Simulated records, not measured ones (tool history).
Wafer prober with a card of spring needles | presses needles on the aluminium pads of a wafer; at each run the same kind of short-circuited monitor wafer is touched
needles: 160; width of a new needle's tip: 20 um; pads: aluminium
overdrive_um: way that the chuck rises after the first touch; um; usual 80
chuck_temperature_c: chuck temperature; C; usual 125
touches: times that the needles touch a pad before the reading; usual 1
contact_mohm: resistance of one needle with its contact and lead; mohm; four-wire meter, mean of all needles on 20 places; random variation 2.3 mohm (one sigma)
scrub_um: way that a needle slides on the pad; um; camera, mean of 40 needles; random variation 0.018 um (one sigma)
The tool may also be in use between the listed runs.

Run 1, hour 0: usual settings. Result: contact_mohm 257 mohm, scrub_um 21.94 um.
Run 2, hour 45.1: usual settings. Result: contact_mohm 252 mohm, scrub_um 21.95 um.
Run 3, hour 79.1: usual settings. Result: contact_mohm 253 mohm, scrub_um 22.01 um.
Run 4, hour 105.3: usual settings. Result: contact_mohm 258 mohm, scrub_um 22.02 um.
Run 5, hour 138.5: usual settings but overdrive_um 87 um. Result: contact_mohm 256 mohm, scrub_um 24 um.
Run 6, hour 186.3: usual settings but overdrive_um 87 um. Result: contact_mohm 255 mohm, scrub_um 24.02 um.
Run 7, hour 221: usual settings but overdrive_um 87 um. Result: contact_mohm 256 mohm, scrub_um 24.05 um.
Run 8, hour 246.2: usual settings but overdrive_um 87 um. Result: contact_mohm 251 mohm, scrub_um 24.06 um.
Run 9, hour 271.2: usual settings but overdrive_um 87 um. Result: contact_mohm 254 mohm, scrub_um 24.07 um.
Run 10, hour 300.2: usual settings but overdrive_um 73 um. Result: contact_mohm 256 mohm, scrub_um 20.2 um.
Run 11, hour 320.2: usual settings but chuck_temperature_c 110 C. Result: contact_mohm 249 mohm, scrub_um 22.14 um.
Run 12, hour 358.3: usual settings but touches 3. Result: contact_mohm 255 mohm, scrub_um 22.19 um.
Run 13, hour 393.4: usual settings. Result: contact_mohm 253 mohm, scrub_um 22.22 um.
Run 14, hour 422.9: usual settings. Result: contact_mohm 255 mohm, scrub_um 22.23 um.
Run 15, hour 451.5: usual settings. Result: contact_mohm 255 mohm, scrub_um 22.26 um.
Run 16, hour 487.6: usual settings. Result: contact_mohm 260 mohm, scrub_um 22.22 um.
Run 17, hour 531.5: usual settings but overdrive_um 79 um, chuck_temperature_c 37 C. Result: contact_mohm 237 mohm, scrub_um 22.01 um.
Run 18, hour 552.8: usual settings but overdrive_um 73 um, chuck_temperature_c 31 C, touches 2. Result: contact_mohm 232 mohm, scrub_um 20.35 um.
Run 19, hour 596.2: usual settings but overdrive_um 69 um, chuck_temperature_c 74 C, touches 2. Result: contact_mohm 249 mohm, scrub_um 19.26 um.
Run 20, hour 620.5: usual settings but overdrive_um 69 um, chuck_temperature_c 30 C. Result: contact_mohm 233 mohm, scrub_um 19.28 um.
Run 21, hour 651.2: usual settings but overdrive_um 69 um, chuck_temperature_c 30 C. Result: contact_mohm 234 mohm, scrub_um 19.28 um.
Run 22, hour 696: usual settings but overdrive_um 62 um, chuck_temperature_c 105 C, touches 3. Result: contact_mohm 253 mohm, scrub_um 17.34 um.
Run 23, hour 722.4: usual settings but overdrive_um 70 um, chuck_temperature_c 25 C, touches 3. Result: contact_mohm 230 mohm, scrub_um 19.58 um.
Run 24, hour 758.2: usual settings but overdrive_um 69 um. Result: contact_mohm 261 mohm, scrub_um 19.37 um.
Run 25, hour 781.1: usual settings but touches 2. Result: contact_mohm 259 mohm, scrub_um 22.46 um.
Run 26, hour 804: usual settings but touches 2. Result: contact_mohm 254 mohm, scrub_um 22.46 um.
Run 27, hour 831.5: usual settings but overdrive_um 76 um. Result: contact_mohm 259 mohm, scrub_um 21.34 um.
Run 28, hour 861.3: usual settings but overdrive_um 78 um, chuck_temperature_c 89 C, touches 2. Result: contact_mohm 250 mohm, scrub_um 21.95 um.
Run 29, hour 895.2: usual settings but overdrive_um 78 um, chuck_temperature_c 89 C, touches 2. Result: contact_mohm 247 mohm, scrub_um 21.96 um.
Run 30, hour 916.3: usual settings but overdrive_um 78 um, chuck_temperature_c 89 C, touches 2. Result: contact_mohm 247 mohm, scrub_um 21.98 um.
Run 31, hour 953.3: usual settings but overdrive_um 61 um, chuck_temperature_c 81 C, touches 2. Result: contact_mohm 246 mohm, scrub_um 16.73 um.

Not shown: 60 entries that the log had between the listed runs. Between which runs, and how does the tool's hidden state differ before and after?
Between runs 1 and 2: tips cleaned on abrasive film (hour 10.9); height of the first contact set anew (hour 14.6); tips cleaned on abrasive film (hour 28.1); tips cleaned on abrasive film (hour 45.1)
  debris on the tips, nm: 0.9 -> 0.1; way that the needles fall short of the set height, um: 0.01 -> 0; drift of the gauge itself on scrub_um, %: 0 -> 0.13
  measured less the result without the state, scrub_um: -0.01 -> +0.03 um
Between runs 2 and 3: tips cleaned on abrasive film (hour 62.1); tips cleaned on abrasive film (hour 79.1)
  way that the needles fall short of the set height, um: 0 -> 0.01; drift of the gauge itself on scrub_um, %: 0.13 -> 0.23
  measured less the result without the state, scrub_um: +0.03 -> +0.05 um
Between runs 3 and 4: tips cleaned on abrasive film (hour 96.4)
  debris on the tips, nm: 0.1 -> 1.2; drift of the gauge itself on scrub_um, %: 0.23 -> 0.3
  measured less the result without the state, scrub_um: +0.05 -> +0.06 um
Between runs 4 and 5: tips cleaned on abrasive film (hour 113.8); tips cleaned on abrasive film (hour 133.9)
  debris on the tips, nm: 1.2 -> 0.8; drift of the gauge itself on scrub_um, %: 0.3 -> 0.4
  measured less the result without the state, scrub_um: +0.06 -> +0.09 um
Between runs 5 and 6: height of the first contact set anew (hour 143); tips cleaned on abrasive film (hour 154.2); tips cleaned on abrasive film (hour 171.9)
  debris on the tips, nm: 0.8 -> 1.4; way that the needles fall short of the set height, um: 0.01 -> 0; drift of the gauge itself on scrub_um, %: 0.4 -> 0.54
  measured less the result without the state, scrub_um: +0.09 -> +0.12 um
Between runs 6 and 7: tips cleaned on abrasive film (hour 189.8); tips cleaned on abrasive film (hour 208.9)
  way that the needles fall short of the set height, um: 0 -> 0.01; drift of the gauge itself on scrub_um, %: 0.54 -> 0.64
  measured less the result without the state, scrub_um: +0.12 -> +0.15 um
Between runs 7 and 8: tips cleaned on abrasive film (hour 228.5); tips cleaned on abrasive film (hour 246.2)
  debris on the tips, nm: 1.4 -> 0.1; tips' diameter, um: 20.02 -> 20.03; drift of the gauge itself on scrub_um, %: 0.64 -> 0.71
  measured less the result without the state, scrub_um: +0.15 -> +0.17 um
Between runs 8 and 9: tips cleaned on abrasive film (hour 263.6); height of the first contact set anew (hour 271.2)
  debris on the tips, nm: 0.1 -> 0.9; way that the needles fall short of the set height, um: 0.01 -> 0; drift of the gauge itself on scrub_um, %: 0.71 -> 0.78
  measured less the result without the state, scrub_um: +0.17 -> +0.18 um
Between runs 9 and 10: tips cleaned on abrasive film (hour 284.1)
  debris on the tips, nm: 0.9 -> 1.5; drift of the gauge itself on scrub_um, %: 0.78 -> 0.87
  measured less the result without the state, scrub_um: +0.18 -> +0.17 um
Between runs 10 and 11: tips cleaned on abrasive film (hour 304.4)
  drift of the gauge itself on scrub_um, %: 0.87 -> 0.92
  measured less the result without the state, scrub_um: +0.17 -> +0.2 um
Between runs 11 and 12: tips cleaned on abrasive film (hour 323.9); tips cleaned on abrasive film (hour 342.5)
  way that the needles fall short of the set height, um: 0 -> 0.01; drift of the gauge itself on scrub_um, %: 0.92 -> 1.03
  measured less the result without the state, scrub_um: +0.2 -> +0.23 um
Between runs 12 and 13: tips cleaned on abrasive film (hour 362.6); tips cleaned on abrasive film (hour 381.5)
  debris on the tips, nm: 1.5 -> 1.3; drift of the gauge itself on scrub_um, %: 1.03 -> 1.14
  measured less the result without the state, scrub_um: +0.23 -> +0.25 um
Between runs 13 and 14: tips cleaned on abrasive film (hour 401); height of the first contact set anew (hour 401.3); tips cleaned on abrasive film (hour 419.1)
  debris on the tips, nm: 1.3 -> 0.6; way that the needles fall short of the set height, um: 0.01 -> 0; drift of the gauge itself on scrub_um, %: 1.14 -> 1.22
  measured less the result without the state, scrub_um: +0.25 -> +0.27 um
Between runs 14 and 15: tips cleaned on abrasive film (hour 438.4)
  debris on the tips, nm: 0.6 -> 1.4; drift of the gauge itself on scrub_um, %: 1.22 -> 1.3
  measured less the result without the state, scrub_um: +0.27 -> +0.29 um
Between runs 15 and 16: tips cleaned on abrasive film (hour 457); tips cleaned on abrasive film (hour 476.6)
  debris on the tips, nm: 1.4 -> 1.3; drift of the gauge itself on scrub_um, %: 1.3 -> 1.41
  measured less the result without the state, scrub_um: +0.29 -> +0.31 um
Between runs 16 and 17: tips cleaned on abrasive film (hour 493.9); tips cleaned on abrasive film (hour 514.4); height of the first contact set anew (hour 531.5)
  debris on the tips, nm: 1.3 -> 1.5; drift of the gauge itself on scrub_um, %: 1.41 -> 1.53
  measured less the result without the state, scrub_um: +0.31 -> +0.34 um
Between runs 17 and 18: tips cleaned on abrasive film (hour 535.7); tips cleaned on abrasive film (hour 552.8)
  debris on the tips, nm: 1.5 -> 0.1; drift of the gauge itself on scrub_um, %: 1.53 -> 1.59
  measured less the result without the state, scrub_um: +0.34 -> +0.32 um
Between runs 18 and 19: tips cleaned on abrasive film (hour 573.9); tips cleaned on abrasive film (hour 592.6)
  debris on the tips, nm: 0.1 -> 0.8; drift of the gauge itself on scrub_um, %: 1.59 -> 1.72
  measured less the result without the state, scrub_um: +0.32 -> +0.32 um
Between runs 19 and 20: tips cleaned on abrasive film (hour 610.1)
  debris on the tips, nm: 0.8 -> 1.2; way that the needles fall short of the set height, um: 0 -> 0.01; drift of the gauge itself on scrub_um, %: 1.72 -> 1.79
  measured less the result without the state, scrub_um: +0.32 -> +0.34 um
Between runs 20 and 21: tips cleaned on abrasive film (hour 628.2); tips cleaned on abrasive film (hour 646.3)
  debris on the tips, nm: 1.2 -> 0.8; drift of the gauge itself on scrub_um, %: 1.79 -> 1.88
  measured less the result without the state, scrub_um: +0.34 -> +0.36 um
Between runs 21 and 22: height of the first contact set anew (hour 661.8); tips cleaned on abrasive film (hour 664.7); tips cleaned on abrasive film (hour 683.9)
  debris on the tips, nm: 0.8 -> 1.3; way that the needles fall short of the set height, um: 0.01 -> 0; tips' diameter, um: 20.03 -> 20.04; drift of the gauge itself on scrub_um, %: 1.88 -> 2.01
  measured less the result without the state, scrub_um: +0.36 -> +0.34 um
Between runs 22 and 23: tips cleaned on abrasive film (hour 702.9); tips cleaned on abrasive film (hour 722.2)
  debris on the tips, nm: 1.3 -> 0.1; way that the needles fall short of the set height, um: 0 -> 0.01; drift of the gauge itself on scrub_um, %: 2.01 -> 2.08
  measured less the result without the state, scrub_um: +0.34 -> +0.39 um
Between runs 23 and 24: tips cleaned on abrasive film (hour 740.4); tips cleaned on abrasive film (hour 758.2)
  drift of the gauge itself on scrub_um, %: 2.08 -> 2.19
  measured less the result without the state, scrub_um: +0.39 -> +0.41 um
Between runs 24 and 25: tips cleaned on abrasive film (hour 777.4)
  debris on the tips, nm: 0.1 -> 0.7; drift of the gauge itself on scrub_um, %: 2.19 -> 2.25
  measured less the result without the state, scrub_um: +0.41 -> +0.49 um
Between runs 25 and 26: height of the first contact set anew (hour 790); tips cleaned on abrasive film (hour 797.9)
  debris on the tips, nm: 0.7 -> 0.9; way that the needles fall short of the set height, um: 0.01 -> 0; drift of the gauge itself on scrub_um, %: 2.25 -> 2.32
  measured less the result without the state, scrub_um: +0.49 -> +0.51 um
Between runs 26 and 27: tips cleaned on abrasive film (hour 817.6)
  debris on the tips, nm: 0.9 -> 1.4; drift of the gauge itself on scrub_um, %: 2.32 -> 2.4
  measured less the result without the state, scrub_um: +0.51 -> +0.5 um
Between runs 27 and 28: tips cleaned on abrasive film (hour 836.1); tips cleaned on abrasive film (hour 855.6)
  debris on the tips, nm: 1.4 -> 1; drift of the gauge itself on scrub_um, %: 2.4 -> 2.48
  measured less the result without the state, scrub_um: +0.5 -> +0.53 um
Between runs 28 and 29: tips cleaned on abrasive film (hour 875.5); tips cleaned on abrasive film (hour 893.9)
  debris on the tips, nm: 1 -> 0.3; way that the needles fall short of the set height, um: 0 -> 0.01; drift of the gauge itself on scrub_um, %: 2.48 -> 2.58
  measured less the result without the state, scrub_um: +0.53 -> +0.55 um
Between runs 29 and 30: tips cleaned on abrasive film (hour 913)
  debris on the tips, nm: 0.3 -> 0.6; drift of the gauge itself on scrub_um, %: 2.58 -> 2.64
  measured less the result without the state, scrub_um: +0.55 -> +0.57 um
Between runs 30 and 31: height of the first contact set anew (hour 920.7); tips cleaned on abrasive film (hour 930.5); gauge calibrated (hour 939.6); tips cleaned on abrasive film (hour 950.1)
  way that the needles fall short of the set height, um: 0.01 -> 0; drift of the gauge itself on scrub_um, %: 2.64 -> 0.04
  measured less the result without the state, scrub_um: +0.57 -> +0.01 um
